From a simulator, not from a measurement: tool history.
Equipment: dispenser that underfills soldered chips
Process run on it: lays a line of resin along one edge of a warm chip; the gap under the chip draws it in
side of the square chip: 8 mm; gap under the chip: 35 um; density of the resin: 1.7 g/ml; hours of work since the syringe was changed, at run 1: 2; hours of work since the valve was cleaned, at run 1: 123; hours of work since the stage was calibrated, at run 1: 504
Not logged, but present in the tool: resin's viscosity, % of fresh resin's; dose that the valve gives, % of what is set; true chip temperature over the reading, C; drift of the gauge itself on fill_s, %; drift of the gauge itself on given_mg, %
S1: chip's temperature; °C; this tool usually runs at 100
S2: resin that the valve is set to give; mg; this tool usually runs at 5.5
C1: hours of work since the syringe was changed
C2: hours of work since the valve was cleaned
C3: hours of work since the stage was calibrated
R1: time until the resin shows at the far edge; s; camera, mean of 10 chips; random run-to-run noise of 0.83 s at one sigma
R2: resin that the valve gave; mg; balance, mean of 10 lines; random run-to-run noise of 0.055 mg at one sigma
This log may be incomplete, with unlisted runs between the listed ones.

run 1 hour=0 | S1=100 S2=5.5 | C1=2 C2=123 C3=504 | R1=76 R2=4.98
-- hour=8.6 new syringe of resin
run 2 hour=13.9 | S1=100 S2=5.5 | C1=4 C2=133 C3=514 | R1=81.8 R2=4.97
-- hour=18.3 stage's temperature calibrated
-- hour=21.6 new syringe of resin
run 3 hour=26.2 | S1=100 S2=6.4 | C1=3 C2=141 C3=6 | R1=88.5 R2=5.86
-- hour=33.9 new syringe of resin
-- hour=37.1 dispensing valve cleaned and set on the balance
run 4 hour=43 | S1=105 S2=5.5 | C1=6 C2=4 C3=17 | R1=82.8 R2=5.51
-- hour=47.4 new syringe of resin
run 5 hour=57.5 | S1=105 S2=5.5 | C1=8 C2=15 C3=28 | R1=85.3 R2=5.52
-- hour=59 new syringe of resin
-- hour=70.7 new syringe of resin
run 6 hour=73.9 | S1=105 S2=5.5 | C1=2 C2=27 C3=40 | R1=72.7 R2=5.42
-- hour=82.7 new syringe of resin
run 7 hour=90.5 | S1=108 S2=5.5 | C1=6 C2=39 C3=52 | R1=72.1 R2=5.52
-- hour=94.9 new syringe of resin
run 8 hour=98.1 | S1=108 S2=5.5 | C1=2 C2=45 C3=58 | R1=63.8 R2=5.29
-- hour=107.1 new syringe of resin
run 9 hour=109.7 | S1=108 S2=5.71 | C1=2 C2=53 C3=66 | R1=61.3 R2=5.52
-- hour=119.9 new syringe of resin
run 10 hour=122.2 | S1=100 S2=5.5 | C1=2 C2=62 C3=75 | R1=82.4 R2=5.23
run 11 hour=130.7 | S1=100 S2=5.5 | C1=8 C2=69 C3=82 | R1=107.8 R2=5.26
-- hour=132.5 new syringe of resin
run 12 hour=139.7 | S1=100 S2=5.5 | C1=5 C2=75 C3=88 | R1=92.7 R2=5.17
-- hour=144.9 new syringe of resin
-- hour=156.6 new syringe of resin
run 13 hour=156.6 | S1=87 S2=5.32 | C1=0 C2=88 C3=101 | R1=127.9 R2=5.02
-- hour=168.9 new syringe of resin
run 14 hour=170.3 | S1=104 S2=6.29 | C1=1 C2=98 C3=111 | R1=68.2 R2=5.87
run 15 hour=178.4 | S1=110 S2=6.7 | C1=7 C2=104 C3=117 | R1=70 R2=6.23
-- hour=181.7 new syringe of resin
run 16 hour=190.1 | S1=91 S2=5.93 | C1=6 C2=112 C3=125 | R1=138 R2=5.48
-- hour=194.4 new syringe of resin
run 17 hour=203.6 | S1=90 S2=5.36 | C1=7 C2=122 C3=135 | R1=148.6 R2=4.92
-- hour=206.1 new syringe of resin
run 18 hour=212 | S1=90 S2=5.36 | C1=4 C2=128 C3=141 | R1=138.4 R2=4.88
-- hour=218.1 new syringe of resin
run 19 hour=223.4 | S1=104 S2=6.89 | C1=4 C2=137 C3=150 | R1=73.8 R2=6.26
-- hour=229.7 new syringe of resin
run 20 hour=238.5 | S1=108 S2=5.26 | C1=7 C2=148 C3=161 | R1=74.9 R2=4.66
-- hour=240.8 dispensing valve cleaned and set on the balance
-- hour=243.6 new syringe of resin
-- hour=255.7 new syringe of resin
run 21 hour=255.8 | S1=108 S2=5.26 | C1=0 C2=11 C3=173 | R1=56.2 R2=5.19
-- hour=267.8 new syringe of resin
run 22 hour=271.4 | S1=95 S2=6.11 | C1=3 C2=22 C3=184 | R1=95.9 R2=6.01
-- hour=279.8 new syringe of resin
run 23 hour=285.1 | S1=101 S2=6.26 | C1=4 C2=32 C3=194 | R1=82.7 R2=6.09
-- hour=291.7 new syringe of resin
run 24 hour=294.1 | S1=100 S2=5.3 | C1=2 C2=39 C3=201 | R1=79.6 R2=5.16

Across each entry between runs, compare the hidden state at the last listed run before it with the hidden state at the first listed run after it:
Between runs 1 and 2: new syringe of resin (hour 8.6)
  resin's viscosity, % of fresh resin's: 109.7 -> 119.7; dose that the valve gives, % of what is set: 91.57 -> 90.86; true chip temperature over the reading, C: 3.64 -> 3.71
  measured result minus the result with no hidden state, R1: -1.7 -> +5.2 s; R2: -0.47 -> -0.5 mg
Between runs 2 and 3: stage's temperature calibrated (hour 18.3); new syringe of resin (hour 21.6)
  resin's viscosity, % of fresh resin's: 119.7 -> 116.4; dose that the valve gives, % of what is set: 90.86 -> 90.25; true chip temperature over the reading, C: 3.71 -> 0.04
  measured result minus the result with no hidden state, R1: +5.2 -> +13.2 s; R2: -0.5 -> -0.63 mg
Between runs 3 and 4: new syringe of resin (hour 33.9); dispensing valve cleaned and set on the balance (hour 37.1)
  resin's viscosity, % of fresh resin's: 116.4 -> 130.6; dose that the valve gives, % of what is set: 90.25 -> 99.75; true chip temperature over the reading, C: 0.04 -> 0.11
  measured result minus the result with no hidden state, R1: +13.2 -> +19.3 s; R2: -0.63 -> -0.02 mg
Between runs 4 and 5: new syringe of resin (hour 47.4)
  resin's viscosity, % of fresh resin's: 130.6 -> 136.2; dose that the valve gives, % of what is set: 99.75 -> 98.95; true chip temperature over the reading, C: 0.11 -> 0.18
  measured result minus the result with no hidden state, R1: +19.3 -> +22.5 s; R2: -0.02 -> -0.06 mg
Between runs 5 and 6: new syringe of resin (hour 59); new syringe of resin (hour 70.7)
  resin's viscosity, % of fresh resin's: 136.2 -> 114.8; dose that the valve gives, % of what is set: 98.95 -> 98.13; true chip temperature over the reading, C: 0.18 -> 0.26
  measured result minus the result with no hidden state, R1: +22.5 -> +9 s; R2: -0.06 -> -0.1 mg
Between runs 6 and 7: new syringe of resin (hour 82.7)
  resin's viscosity, % of fresh resin's: 114.8 -> 128.3; dose that the valve gives, % of what is set: 98.13 -> 97.24; true chip temperature over the reading, C: 0.26 -> 0.34
  measured result minus the result with no hidden state, R1: +9 -> +15.6 s; R2: -0.1 -> -0.16 mg
Between runs 7 and 8: new syringe of resin (hour 94.9)
  resin's viscosity, % of fresh resin's: 128.3 -> 110.8; dose that the valve gives, % of what is set: 97.24 -> 96.84; true chip temperature over the reading, C: 0.34 -> 0.38
  measured result minus the result with no hidden state, R1: +15.6 -> +5.9 s; R2: -0.16 -> -0.18 mg
Between runs 8 and 9: new syringe of resin (hour 107.1)
  resin's viscosity, % of fresh resin's: 110.8 -> 109; dose that the valve gives, % of what is set: 96.84 -> 96.23; true chip temperature over the reading, C: 0.38 -> 0.43
  measured result minus the result with no hidden state, R1: +5.9 -> +4.6 s; R2: -0.18 -> -0.22 mg
Between runs 9 and 10: new syringe of resin (hour 119.9)
  resin's viscosity, % of fresh resin's: 109 -> 108.1; dose that the valve gives, % of what is set: 96.23 -> 95.61; true chip temperature over the reading, C: 0.43 -> 0.49
  measured result minus the result with no hidden state, R1: +4.6 -> +5.5 s; R2: -0.22 -> -0.24 mg
Between runs 11 and 12: new syringe of resin (hour 132.5)
  resin's viscosity, % of fresh resin's: 141.9 -> 124.4; dose that the valve gives, % of what is set: 95.19 -> 94.77; true chip temperature over the reading, C: 0.54 -> 0.58
  measured result minus the result with no hidden state, R1: +31.1 -> +17.4 s; R2: -0.26 -> -0.29 mg
Between runs 12 and 13: new syringe of resin (hour 144.9); new syringe of resin (hour 156.6)
  resin's viscosity, % of fresh resin's: 124.4 -> 99.3; dose that the valve gives, % of what is set: 94.77 -> 93.98; true chip temperature over the reading, C: 0.58 -> 0.66
  measured result minus the result with no hidden state, R1: +17.4 -> -2.3 s; R2: -0.29 -> -0.32 mg
Between runs 13 and 14: new syringe of resin (hour 168.9)
  resin's viscosity, % of fresh resin's: 99.3 -> 106.3; dose that the valve gives, % of what is set: 93.98 -> 93.32; true chip temperature over the reading, C: 0.66 -> 0.72
  measured result minus the result with no hidden state, R1: -2.3 -> +2.8 s; R2: -0.32 -> -0.42 mg
Between runs 15 and 16: new syringe of resin (hour 181.7)
  resin's viscosity, % of fresh resin's: 137.4 -> 132.4; dose that the valve gives, % of what is set: 92.89 -> 92.35; true chip temperature over the reading, C: 0.76 -> 0.82
  measured result minus the result with no hidden state, R1: +18.1 -> +31.7 s; R2: -0.48 -> -0.45 mg
Between runs 16 and 17: new syringe of resin (hour 194.4)
  resin's viscosity, % of fresh resin's: 132.4 -> 134.4; dose that the valve gives, % of what is set: 92.35 -> 91.66; true chip temperature over the reading, C: 0.82 -> 0.88
  measured result minus the result with no hidden state, R1: +31.7 -> +36.6 s; R2: -0.45 -> -0.45 mg
Between runs 17 and 18: new syringe of resin (hour 206.1)
  resin's viscosity, % of fresh resin's: 134.4 -> 122.2; dose that the valve gives, % of what is set: 91.66 -> 91.25; true chip temperature over the reading, C: 0.88 -> 0.92
  measured result minus the result with no hidden state, R1: +36.6 -> +23.7 s; R2: -0.45 -> -0.47 mg
Between runs 18 and 19: new syringe of resin (hour 218.1)
  resin's viscosity, % of fresh resin's: 122.2 -> 117.8; dose that the valve gives, % of what is set: 91.25 -> 90.72; true chip temperature over the reading, C: 0.92 -> 0.98
  measured result minus the result with no hidden state, R1: +23.7 -> +9.4 s; R2: -0.47 -> -0.64 mg
Between runs 19 and 20: new syringe of resin (hour 229.7)
  resin's viscosity, % of fresh resin's: 117.8 -> 130.4; dose that the valve gives, % of what is set: 90.72 -> 89.98; true chip temperature over the reading, C: 0.98 -> 1.06
  measured result minus the result with no hidden state, R1: +9.4 -> +16.9 s; R2: -0.64 -> -0.53 mg
Between runs 20 and 21: dispensing valve cleaned and set on the balance (hour 240.8); new syringe of resin (hour 243.6); new syringe of resin (hour 255.7)
  resin's viscosity, % of fresh resin's: 130.4 -> 100.4; dose that the valve gives, % of what is set: 89.98 -> 99.32; true chip temperature over the reading, C: 1.06 -> 1.14
  measured result minus the result with no hidden state, R1: +16.9 -> -2 s; R2: -0.53 -> -0.03 mg
Between runs 21 and 22: new syringe of resin (hour 267.8)
  resin's viscosity, % of fresh resin's: 100.4 -> 110.4; dose that the valve gives, % of what is set: 99.32 -> 98.56; true chip temperature over the reading, C: 1.14 -> 1.22
  measured result minus the result with no hidden state, R1: -2 -> +5.1 s; R2: -0.03 -> -0.09 mg
Between runs 22 and 23: new syringe of resin (hour 279.8)
  resin's viscosity, % of fresh resin's: 110.4 -> 118.3; dose that the valve gives, % of what is set: 98.56 -> 97.94; true chip temperature over the reading, C: 1.22 -> 1.29
  measured result minus the result with no hidden state, R1: +5.1 -> +9.5 s; R2: -0.09 -> -0.13 mg
Between runs 23 and 24: new syringe of resin (hour 291.7)
  resin's viscosity, % of fresh resin's: 118.3 -> 106.5; dose that the valve gives, % of what is set: 97.94 -> 97.53; true chip temperature over the reading, C: 1.29 -> 1.34
  measured result minus the result with no hidden state, R1: +9.5 -> +1.5 s; R2: -0.13 -> -0.13 mg
